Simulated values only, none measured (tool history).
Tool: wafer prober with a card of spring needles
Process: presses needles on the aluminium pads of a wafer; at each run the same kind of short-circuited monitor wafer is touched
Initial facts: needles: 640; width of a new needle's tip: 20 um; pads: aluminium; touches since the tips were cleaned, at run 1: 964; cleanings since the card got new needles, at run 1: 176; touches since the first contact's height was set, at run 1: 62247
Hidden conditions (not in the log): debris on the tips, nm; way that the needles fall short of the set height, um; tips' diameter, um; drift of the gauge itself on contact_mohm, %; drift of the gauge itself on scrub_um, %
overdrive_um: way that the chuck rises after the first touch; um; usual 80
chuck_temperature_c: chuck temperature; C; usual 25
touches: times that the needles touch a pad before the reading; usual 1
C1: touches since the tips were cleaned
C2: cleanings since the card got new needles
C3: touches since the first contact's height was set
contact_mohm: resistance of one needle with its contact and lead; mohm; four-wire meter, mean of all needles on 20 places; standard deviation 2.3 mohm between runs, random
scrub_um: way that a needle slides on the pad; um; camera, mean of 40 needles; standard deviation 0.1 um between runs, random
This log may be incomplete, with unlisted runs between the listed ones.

Run 1, hour 0.0: usual settings; C1 964; C2 176; C3 62247. Result: contact_mohm 268 mohm, scrub_um 11.02 um.
At hour 5.4: tips cleaned on abrasive film.
At hour 12.9: tips cleaned on abrasive film.
At hour 20.3: tips cleaned on abrasive film.
At hour 29.3: tips cleaned on abrasive film.
Run 2, hour 29.4: usual settings; C1 13; C2 180; C3 70684. Result: contact_mohm 263 mohm, scrub_um 10.68 um.
At hour 38.5: tips cleaned on abrasive film.
At hour 45.9: tips cleaned on abrasive film.
At hour 55.2: tips cleaned on abrasive film.
At hour 64.0: tips cleaned on abrasive film.
Run 3, hour 64.0: usual settings; C1 0; C2 184; C3 80671. Result: contact_mohm 259 mohm, scrub_um 10.92 um.
At hour 73.3: tips cleaned on abrasive film.
At hour 80.7: tips cleaned on abrasive film.
Run 4, hour 87.9: usual settings; C1 2088; C2 186; C3 87554. Result: contact_mohm 293 mohm, scrub_um 11.04 um.
At hour 89.6: tips cleaned on abrasive film.
At hour 98.6: tips cleaned on abrasive film.
At hour 107.6: tips cleaned on abrasive film.
Run 5, hour 114.4: usual settings; C1 1994; C2 189; C3 95207. Result: contact_mohm 289 mohm, scrub_um 10.74 um.
At hour 116.4: tips cleaned on abrasive film.
At hour 125.6: tips cleaned on abrasive film.
At hour 134.7: tips cleaned on abrasive film.
At hour 143.8: tips cleaned on abrasive film.
Run 6, hour 146.6: usual settings; C1 813; C2 193; C3 104452. Result: contact_mohm 272 mohm, scrub_um 10.63 um.
At hour 152.1: tips cleaned on abrasive film.
At hour 159.5: tips cleaned on abrasive film.
At hour 166.8: tips cleaned on abrasive film, once more.
At hour 174.3: tips cleaned on abrasive film.
Run 7, hour 174.6: usual settings; C1 95; C2 197; C3 112502. Result: contact_mohm 264 mohm, scrub_um 10.68 um.
At hour 182.0: tips cleaned on abrasive film.
At hour 191.3: tips cleaned on abrasive film.
At hour 200.5: tips cleaned on abrasive film.
Run 8, hour 204.9: usual settings; C1 1274; C2 200; C3 121238. Result: contact_mohm 282 mohm, scrub_um 10.67 um.
At hour 208.6: tips cleaned on abrasive film.
At hour 217.9: tips cleaned on abrasive film.
At hour 227.1: tips cleaned on abrasive film.
At hour 236.2: tips cleaned on abrasive film.
Run 9, hour 236.5: usual settings; C1 85; C2 204; C3 130325. Result: contact_mohm 269 mohm, scrub_um 10.50 um.
At hour 243.9: tips cleaned on abrasive film.
At hour 252.6: tips cleaned on abrasive film.
At hour 261.8: tips cleaned on abrasive film.
At hour 270.9: tips cleaned on abrasive film.
Run 10, hour 274.3: usual settings; C1 980; C2 208; C3 141238. Result: contact_mohm 284 mohm, scrub_um 10.59 um.
At hour 279.8: tips cleaned on abrasive film.
At hour 288.6: tips cleaned on abrasive film.
Run 11, hour 292.2: usual settings; C1 1050; C2 210; C3 146397. Result: contact_mohm 281 mohm, scrub_um 10.48 um.
At hour 297.8: tips cleaned on abrasive film.
At hour 306.7: tips cleaned on abrasive film.
At hour 316.0: tips cleaned on abrasive film.
Run 12, hour 320.7: usual settings; C1 1366; C2 213; C3 154601. Result: contact_mohm 290 mohm, scrub_um 10.39 um.
At hour 324.4: tips cleaned on abrasive film.
At hour 331.8: tips cleaned on abrasive film.
At hour 341.1: tips cleaned on abrasive film.
At hour 350.3: tips cleaned on abrasive film.
At hour 359.4: tips cleaned on abrasive film.
Run 13, hour 359.7: usual settings; C1 98; C2 218; C3 165822. Result: contact_mohm 267 mohm, scrub_um 10.53 um.
At hour 367.1: tips cleaned on abrasive film.
At hour 376.3: tips cleaned on abrasive film.
At hour 385.5: tips cleaned on abrasive film.
Run 14, hour 387.7: usual settings but overdrive_um 64 um; C1 646; C2 221; C3 173905. Result: contact_mohm 291 mohm, scrub_um 8.21 um.
At hour 393.3: tips cleaned on abrasive film.
At hour 402.4: tips cleaned on abrasive film.
At hour 409.8: tips cleaned on abrasive film.
At hour 415.6: height of the first contact set anew.
At hour 419.3: tips cleaned on abrasive film.
Run 15, hour 422.2: usual settings but overdrive_um 78 um, chuck_temperature_c 55 C, touches 2; C1 842; C2 225; C3 1908. Result: contact_mohm 279 mohm, scrub_um 10.99 um.
At hour 427.6: tips cleaned on abrasive film.
At hour 436.6: tips cleaned on abrasive film.
At hour 445.8: tips cleaned on abrasive film.
Run 16, hour 450.8: usual settings but overdrive_um 72 um, chuck_temperature_c 73 C, touches 2; C1 1457; C2 228; C3 10136. Result: contact_mohm 294 mohm, scrub_um 9.98 um.
At hour 454.5: tips cleaned on abrasive film.
At hour 463.5: tips cleaned on abrasive film.
At hour 472.6: tips cleaned on abrasive film.
At hour 481.9: tips cleaned on abrasive film.
Run 17, hour 482.9: usual settings but overdrive_um 75 um, chuck_temperature_c 73 C; C1 300; C2 232; C3 19381. Result: contact_mohm 279 mohm, scrub_um 10.47 um.
At hour 490.3: tips cleaned on abrasive film.
At hour 497.7: tips cleaned on abrasive film.
At hour 507.0: tips cleaned on abrasive film.
At hour 516.2: tips cleaned on abrasive film.
Run 18, hour 520.2: usual settings but chuck_temperature_c 97 C; C1 1168; C2 236; C3 30141. Result: contact_mohm 300 mohm, scrub_um 10.89 um.
At hour 524.0: tips cleaned on abrasive film.
At hour 532.9: tips cleaned on abrasive film.
At hour 542.1: tips cleaned on abrasive film.
At hour 551.3: tips cleaned on abrasive film.
Run 19, hour 554.2: usual settings but chuck_temperature_c 40 C; C1 823; C2 240; C3 39916. Result: contact_mohm 281 mohm, scrub_um 11.13 um.
At hour 559.8: tips cleaned on abrasive film.
At hour 568.8: tips cleaned on abrasive film.
At hour 576.2: tips cleaned on abrasive film.
Run 20, hour 576.5: usual settings but overdrive_um 66 um, chuck_temperature_c 103 C, touches 2; C1 73; C2 243; C3 46331. Result: contact_mohm 290 mohm, scrub_um 8.94 um.
At hour 583.9: tips cleaned on abrasive film.
At hour 593.2: tips cleaned on abrasive film.
At hour 602.4: tips cleaned on abrasive film.
At hour 611.6: tips cleaned on abrasive film.
Run 21, hour 614.4: usual settings but overdrive_um 62 um, chuck_temperature_c 52 C; C1 811; C2 247; C3 57267. Result: contact_mohm 296 mohm, scrub_um 8.42 um.
At hour 620.0: tips cleaned on abrasive film.
At hour 627.4: tips cleaned on abrasive film.
At hour 636.7: tips cleaned on abrasive film.
At hour 645.9: tips cleaned on abrasive film.
Run 22, hour 653.0: usual settings but overdrive_um 74 um, chuck_temperature_c 44 C, touches 2; C1 2050; C2 251; C3 68378. Result: contact_mohm 293 mohm, scrub_um 10.11 um.
At hour 654.9: tips cleaned on abrasive film.
At hour 664.1: tips cleaned on abrasive film.
Run 23, hour 670.3: usual settings but chuck_temperature_c 70 C; C1 1801; C2 253; C3 73377. Result: contact_mohm 304 mohm, scrub_um 10.86 um.
At hour 672.2: tips cleaned on abrasive film.
At hour 681.4: tips cleaned on abrasive film.
At hour 688.8: tips cleaned on abrasive film.
At hour 697.8: tips cleaned on abrasive film.
At hour 706.7: tips cleaned on abrasive film.
Run 24, hour 706.7: usual settings but chuck_temperature_c 70 C; C1 0; C2 258; C3 83833. Result: contact_mohm 283 mohm, scrub_um 10.94 um.
At hour 715.9: tips cleaned on abrasive film.
At hour 725.2: tips cleaned on abrasive film.
At hour 734.4: tips cleaned on abrasive film.
Run 25, hour 736.5: usual settings but chuck_temperature_c 70 C; C1 620; C2 261; C3 92436. Result: contact_mohm 288 mohm, scrub_um 10.87 um.
At hour 742.1: tips cleaned on abrasive film.
At hour 749.5: tips cleaned on abrasive film.
Run 26, hour 755.1: usual settings but overdrive_um 86 um, chuck_temperature_c 31 C, touches 2; C1 1621; C2 263; C3 97789. Result: contact_mohm 276 mohm, scrub_um 11.58 um.

Measured minus without-hidden-state, run by run (identical run-to-run variation in each term; gauge scatter may differ):
run  contact_mohm  scrub_um
  1           +17     -0.27
  2            +8     -0.38
  3            +9     -0.42
  4           +39     -0.45
  5           +37     -0.47
  6           +19     -0.51
  7           +10     -0.56
  8           +27     -0.59
  9           +12     -0.62
 10           +26     -0.68
 11           +26     -0.70
 12           +32     -0.72
 13           +13     -0.79
 14           +35     -0.82
 15           +15     -0.01
 16           +24     -0.04
 17           +15     -0.08
 18           +26     -0.13
 19           +23     -0.17
 20           +11     -0.20
 21           +30     -0.25
 22           +32     -0.30
 23           +36     -0.32
 24           +12     -0.37
 25           +22     -0.41
 26           +22     -0.43

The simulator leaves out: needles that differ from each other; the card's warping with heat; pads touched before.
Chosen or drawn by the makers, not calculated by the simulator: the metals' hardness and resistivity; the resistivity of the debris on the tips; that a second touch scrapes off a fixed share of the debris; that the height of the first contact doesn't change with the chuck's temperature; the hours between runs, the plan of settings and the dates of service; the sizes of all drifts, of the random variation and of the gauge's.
